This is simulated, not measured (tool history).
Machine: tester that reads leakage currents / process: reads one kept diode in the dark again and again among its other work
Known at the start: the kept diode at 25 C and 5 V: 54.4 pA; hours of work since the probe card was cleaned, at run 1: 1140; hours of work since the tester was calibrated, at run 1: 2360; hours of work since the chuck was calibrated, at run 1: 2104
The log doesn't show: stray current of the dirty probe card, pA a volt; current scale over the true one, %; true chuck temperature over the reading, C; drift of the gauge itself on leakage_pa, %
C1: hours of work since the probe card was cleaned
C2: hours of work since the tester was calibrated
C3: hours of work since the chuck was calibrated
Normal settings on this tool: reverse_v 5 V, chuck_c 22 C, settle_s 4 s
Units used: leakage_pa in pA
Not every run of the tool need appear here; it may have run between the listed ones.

{"run": 1, "hour": 0.0, "reverse_v": 5, "chuck_c": 22, "settle_s": 4, "C1": 1140, "C2": 2360, "C3": 2104, "leakage_pa": 41.82}
{"run": 2, "hour": 91.0, "reverse_v": 5, "chuck_c": 22, "settle_s": 0.33, "C1": 1190, "C2": 2410, "C3": 2154, "leakage_pa": 45.63}
{"run": 3, "hour": 219.1, "reverse_v": 5, "chuck_c": 22, "settle_s": 0.33, "C1": 1260, "C2": 2480, "C3": 2224, "leakage_pa": 45.61}
{"run": 4, "hour": 330.9, "reverse_v": 5, "chuck_c": 22, "settle_s": 0.33, "C1": 1321, "C2": 2541, "C3": 2286, "leakage_pa": 45.58}
{"run": 5, "hour": 466.1, "reverse_v": 5, "chuck_c": 22, "settle_s": 0.33, "C1": 1395, "C2": 2615, "C3": 2360, "leakage_pa": 45.39}
{"run": 6, "hour": 627.8, "reverse_v": 5, "chuck_c": 22, "settle_s": 4, "C1": 1484, "C2": 2704, "C3": 2448, "leakage_pa": 42.24}
{"hour": 693.8, "done": "chuck's temperature calibrated"}
{"run": 7, "hour": 755.7, "reverse_v": 5, "chuck_c": 22, "settle_s": 4, "C1": 1553, "C2": 2772, "C3": 34, "leakage_pa": 41.89}
{"run": 8, "hour": 901.8, "reverse_v": 5, "chuck_c": 45, "settle_s": 4, "C1": 1633, "C2": 2853, "C3": 114, "leakage_pa": 295.71}
{"run": 9, "hour": 1006.9, "reverse_v": 5, "chuck_c": 22, "settle_s": 4, "C1": 1690, "C2": 2910, "C3": 171, "leakage_pa": 42.05}
{"run": 10, "hour": 1154.6, "reverse_v": 5, "chuck_c": 22, "settle_s": 4, "C1": 1771, "C2": 2991, "C3": 252, "leakage_pa": 41.67}
{"run": 11, "hour": 1258.3, "reverse_v": 5, "chuck_c": 22, "settle_s": 4, "C1": 1828, "C2": 3048, "C3": 309, "leakage_pa": 41.77}
{"run": 12, "hour": 1370.6, "reverse_v": 3.79, "chuck_c": 21, "settle_s": 0.78, "C1": 1889, "C2": 3109, "C3": 371, "leakage_pa": 34.79}
{"hour": 1400.3, "done": "probe card cleaned and baked"}
{"run": 13, "hour": 1464.9, "reverse_v": 5.98, "chuck_c": 33, "settle_s": 1.91, "C1": 35, "C2": 3159, "C3": 421, "leakage_pa": 119.78}
{"run": 14, "hour": 1621.0, "reverse_v": 19.85, "chuck_c": 22, "settle_s": 0.83, "C1": 121, "C2": 3245, "C3": 506, "leakage_pa": 83.66}
{"run": 15, "hour": 1776.2, "reverse_v": 10.85, "chuck_c": 25, "settle_s": 1.09, "C1": 206, "C2": 3330, "C3": 591, "leakage_pa": 79.67}
{"run": 16, "hour": 1925.7, "reverse_v": 10.85, "chuck_c": 25, "settle_s": 1.09, "C1": 288, "C2": 3412, "C3": 673, "leakage_pa": 80.07}
{"run": 17, "hour": 2087.7, "reverse_v": 10.85, "chuck_c": 25, "settle_s": 1.09, "C1": 376, "C2": 3500, "C3": 762, "leakage_pa": 79.8}
{"run": 18, "hour": 2227.2, "reverse_v": 5.68, "chuck_c": 42, "settle_s": 1.09, "C1": 453, "C2": 3577, "C3": 838, "leakage_pa": 247.23}
{"run": 19, "hour": 2396.9, "reverse_v": 11.65, "chuck_c": 24, "settle_s": 1.9, "C1": 546, "C2": 3670, "C3": 931, "leakage_pa": 74.79}
{"run": 20, "hour": 2544.8, "reverse_v": 16.69, "chuck_c": 24, "settle_s": 1.9, "C1": 627, "C2": 3751, "C3": 1012, "leakage_pa": 88.13}
{"run": 21, "hour": 2697.7, "reverse_v": 5, "chuck_c": 46, "settle_s": 2.56, "C1": 710, "C2": 3834, "C3": 1096, "leakage_pa": 319.71}

Below are 5 alternative next runs, each starting from the tool's condition after run 21. Predict each:
{"run": "A", "hour": 2850.8, "reverse_v": 2.89, "chuck_c": 22, "settle_s": 0.62, "C1": 794, "C2": 3918, "C3": 1179, "leakage_pa": "?"}
{"run": "B", "hour": 2850.8, "reverse_v": 18.35, "chuck_c": 53, "settle_s": 1, "C1": 794, "C2": 3918, "C3": 1179, "leakage_pa": "?"}
{"run": "C", "hour": 2850.8, "reverse_v": 5, "chuck_c": 46, "settle_s": 1.58, "C1": 794, "C2": 3918, "C3": 1179, "leakage_pa": "?"}
{"run": "D", "hour": 2850.8, "reverse_v": 18.74, "chuck_c": 51, "settle_s": 3.11, "C1": 794, "C2": 3918, "C3": 1179, "leakage_pa": "?"}
{"run": "E", "hour": 2850.8, "reverse_v": 2.22, "chuck_c": 22, "settle_s": 8.61, "C1": 794, "C2": 3918, "C3": 1179, "leakage_pa": "?"}

run=A leakage_pa=33.75
run=B leakage_pa=992.94
run=C leakage_pa=320.95
run=D leakage_pa=854.69
run=E leakage_pa=29.02
The same runs, with their run-to-run variation unchanged, on a tool lacking any hidden condition would have given:
run=A leakage_pa=33.73
run=B leakage_pa=992.46
run=C leakage_pa=320.79
run=D leakage_pa=854.27
run=E leakage_pa=29

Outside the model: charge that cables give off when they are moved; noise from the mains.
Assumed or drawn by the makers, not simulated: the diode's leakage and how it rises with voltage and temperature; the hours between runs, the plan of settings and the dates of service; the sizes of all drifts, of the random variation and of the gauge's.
